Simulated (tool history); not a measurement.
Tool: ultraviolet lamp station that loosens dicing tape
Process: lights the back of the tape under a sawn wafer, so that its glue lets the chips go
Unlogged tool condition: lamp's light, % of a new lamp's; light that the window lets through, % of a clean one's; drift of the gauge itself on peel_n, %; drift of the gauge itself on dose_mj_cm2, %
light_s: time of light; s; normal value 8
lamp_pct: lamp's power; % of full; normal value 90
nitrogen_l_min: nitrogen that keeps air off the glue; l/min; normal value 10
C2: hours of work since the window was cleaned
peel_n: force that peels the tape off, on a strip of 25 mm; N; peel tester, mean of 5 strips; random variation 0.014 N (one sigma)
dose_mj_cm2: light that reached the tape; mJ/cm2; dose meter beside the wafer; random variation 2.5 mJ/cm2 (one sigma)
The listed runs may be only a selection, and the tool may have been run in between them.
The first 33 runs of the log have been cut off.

{"run": 34, "hour": 2421.7, "light_s": 10, "lamp_pct": 95, "nitrogen_l_min": 4, "hours of work of the lamp": 623, "C2": 120, "peel_n": 0.86, "dose_mj_cm2": 329}
{"run": 35, "hour": 2471.8, "light_s": 10, "lamp_pct": 95, "nitrogen_l_min": 4, "hours of work of the lamp": 653, "C2": 150, "peel_n": 0.878, "dose_mj_cm2": 328}
{"run": 36, "hour": 2516.5, "light_s": 8, "lamp_pct": 89, "nitrogen_l_min": 7, "hours of work of the lamp": 680, "C2": 177, "peel_n": 1.219, "dose_mj_cm2": 241}
{"run": 37, "hour": 2594.7, "light_s": 8, "lamp_pct": 89, "nitrogen_l_min": 7, "hours of work of the lamp": 727, "C2": 223, "peel_n": 1.25, "dose_mj_cm2": 235}
{"run": 38, "hour": 2650.5, "light_s": 8, "lamp_pct": 90, "nitrogen_l_min": 11, "hours of work of the lamp": 760, "C2": 257, "peel_n": 1.083, "dose_mj_cm2": 236}
{"run": 39, "hour": 2725.6, "light_s": 8, "lamp_pct": 77, "nitrogen_l_min": 6, "hours of work of the lamp": 805, "C2": 302, "peel_n": 1.803, "dose_mj_cm2": 195}
{"hour": 2816.9, "done": "window cleaned of glue's vapour"}
{"run": 40, "hour": 2823.4, "light_s": 8, "lamp_pct": 77, "nitrogen_l_min": 6, "hours of work of the lamp": 863, "C2": 4, "peel_n": 1.642, "dose_mj_cm2": 211}
{"run": 41, "hour": 2891.9, "light_s": 8, "lamp_pct": 77, "nitrogen_l_min": 6, "hours of work of the lamp": 904, "C2": 45, "peel_n": 1.695, "dose_mj_cm2": 205}
{"run": 42, "hour": 2950.8, "light_s": 8, "lamp_pct": 91, "nitrogen_l_min": 11, "hours of work of the lamp": 940, "C2": 80, "peel_n": 1.071, "dose_mj_cm2": 240}

4 options for the next run, each taken on its own from the tool as it stands now. Forecast them:
{"run": "A", "hour": 3030.1, "light_s": 8, "lamp_pct": 86, "nitrogen_l_min": 10, "hours of work of the lamp": 987, "C2": 128, "peel_n": "?", "dose_mj_cm2": "?"}
{"run": "B", "hour": 3030.1, "light_s": 8, "lamp_pct": 96, "nitrogen_l_min": 12, "hours of work of the lamp": 987, "C2": 128, "peel_n": "?", "dose_mj_cm2": "?"}
{"run": "C", "hour": 3030.1, "light_s": 8, "lamp_pct": 91, "nitrogen_l_min": 5, "hours of work of the lamp": 987, "C2": 128, "peel_n": "?", "dose_mj_cm2": "?"}
{"run": "D", "hour": 3030.1, "light_s": 8, "lamp_pct": 90, "nitrogen_l_min": 12, "hours of work of the lamp": 987, "C2": 128, "peel_n": "?", "dose_mj_cm2": "?"}

run=A peel_n=1.218 dose_mj_cm2=214
run=B peel_n=0.967 dose_mj_cm2=245
run=C peel_n=1.492 dose_mj_cm2=233
run=D peel_n=1.143 dose_mj_cm2=228
With the hidden condition removed and each run's random variation left untouched, the same runs would have given:
run=A peel_n=0.704 dose_mj_cm2=287
run=B peel_n=0.542 dose_mj_cm2=327
run=C peel_n=0.88 dose_mj_cm2=311
run=D peel_n=0.648 dose_mj_cm2=306

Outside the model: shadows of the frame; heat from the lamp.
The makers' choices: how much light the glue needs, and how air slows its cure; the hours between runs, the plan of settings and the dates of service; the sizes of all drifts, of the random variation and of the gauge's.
